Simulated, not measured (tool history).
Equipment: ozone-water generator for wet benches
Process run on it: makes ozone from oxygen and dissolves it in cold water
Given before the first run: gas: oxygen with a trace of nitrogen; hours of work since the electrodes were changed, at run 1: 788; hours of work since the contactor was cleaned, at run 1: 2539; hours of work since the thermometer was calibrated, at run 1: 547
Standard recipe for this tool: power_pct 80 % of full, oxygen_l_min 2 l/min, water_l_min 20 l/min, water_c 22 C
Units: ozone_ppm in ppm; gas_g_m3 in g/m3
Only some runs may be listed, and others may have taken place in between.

run	hour	power_pct	oxygen_l_min	water_l_min	water_c	hours of work since the electrodes were changed	hours of work since the contactor was cleaned	hours of work since the thermometer was calibrated	ozone_ppm	gas_g_m3
1	0	80	2	20	22	788	2539	547	12.2	229.5
2	44.3	80	2	20	22	828	2579	587	11.8	229.8
3	74.6	51	2	20	22	855	2606	614	8.3	157.9
4	124.5	80	2	25	22	899	2650	658	9.6	229.2
5	154.5	80	2	20	22	926	2677	685	11.9	229.7
6	191	80	2	20	22	959	2709	717	11.9	227.6
7	239.4	81	2	20	22	1002	2752	761	11.9	230.4
8	271.7	81	2	20	22	1030	2781	789	11.7	231.3
9	303.5	81	2	20	22	1059	2810	818	11.9	230.2
10	353.6	81	2	20	22	1103	2854	862	11.9	229.9
11	378.1	80	2	20	22	1125	2876	884	11.8	225.6
12	416.5	80	2	20	22	1159	2910	918	11.6	229.1
13	444.5	80	2	20	22	1184	2935	943	11.5	230.4
14	481.5	80	2	20	22	1217	2968	976	11.4	227.4
15	527.9	80	2	20	22	1258	3009	1017	11.6	227.3
16	573.9	80	2	20	22	1299	3050	1058	11.7	227.7
17	604.6	80	2	20	22	1327	3078	1086	11.9	226.4
18	653	80	2	29	29	1370	3121	1129	7.8	227.6
# hour 678.2: contactor cleaned
19	709.9	97	1.91	17	16	1417	28	1176	17.1	273.6
20	751.2	97	1.91	23	26	1454	65	1213	12	269.8
21	791.6	66	2.53	12	20	1490	101	1249	16.9	171.7
22	840.4	74	3.42	21	18	1533	144	1292	12.8	166.2
23	880.8	74	3.42	21	18	1569	180	1328	12.7	164.6
24	921.9	66	1.09	19	16	1606	217	1365	9.1	255.6
25	947.6	80	2	17	22	1629	240	1388	13.9	223.7
26	1004.3	80	1.91	18	22	1679	290	1438	13	229.2
27	1032.2	54	2	20	22	1704	315	1463	8.8	163.9
28	1077.6	61	1.85	32	23	1744	356	1503	6.1	185.5
29	1115.6	80	2	28	24	1778	389	1537	8.8	222.5
30	1150	80	1.54	26	24	1809	420	1568	8.4	252
31	1207.2	56	2	22	22	1860	471	1619	8.1	167.8
32	1259.1	75	2	22	16	1906	517	1665	10.9	211.5
33	1307.3	75	1.1	22	16	1949	560	1708	8.6	280.6

Selected run-to-run steps in ozone_ppm, each split into two signed amounts: the part the tool would show with no hidden state at all (from settings, incoming material and random variation), and the remainder, which goes to the hidden state together with any gauge scatter not common to the measured and the hidden-state-free results:
Hidden conditions of the tool in this case: yield of the discharge, % of new electrodes'; contactor's efficiency, % of a clean one's; true water temperature over the reading, C; drift of the gauge itself on ozone_ppm, %; drift of the gauge itself on gas_g_m3, %.
Run 17 -> 18: water_l_min 20 -> 29, water_c 22 -> 29. ozone_ppm -4.1 ppm: hidden state +0.4, all else -4.5.
Run 18 -> 19: power_pct 80 -> 97, oxygen_l_min 2 -> 1.91, water_l_min 29 -> 17, water_c 29 -> 16, contactor cleaned. ozone_ppm +9.3 ppm: hidden state -0.1, all else +9.4.
Run 19 -> 20: water_l_min 17 -> 23, water_c 16 -> 26. ozone_ppm -5.1 ppm: hidden state +0.2, all else -5.3.
Run 20 -> 21: power_pct 97 -> 66, oxygen_l_min 1.91 -> 2.53, water_l_min 23 -> 12, water_c 26 -> 20. ozone_ppm +4.9 ppm: hidden state -0.1, all else +5.
Run 24 -> 25: power_pct 66 -> 80, oxygen_l_min 1.09 -> 2, water_l_min 19 -> 17, water_c 16 -> 22. ozone_ppm +4.8 ppm: hidden state -0.4, all else +5.2.
Run 26 -> 27: power_pct 80 -> 54, oxygen_l_min 1.91 -> 2, water_l_min 18 -> 20. ozone_ppm -4.2 ppm: hidden state +0.4, all else -4.6.
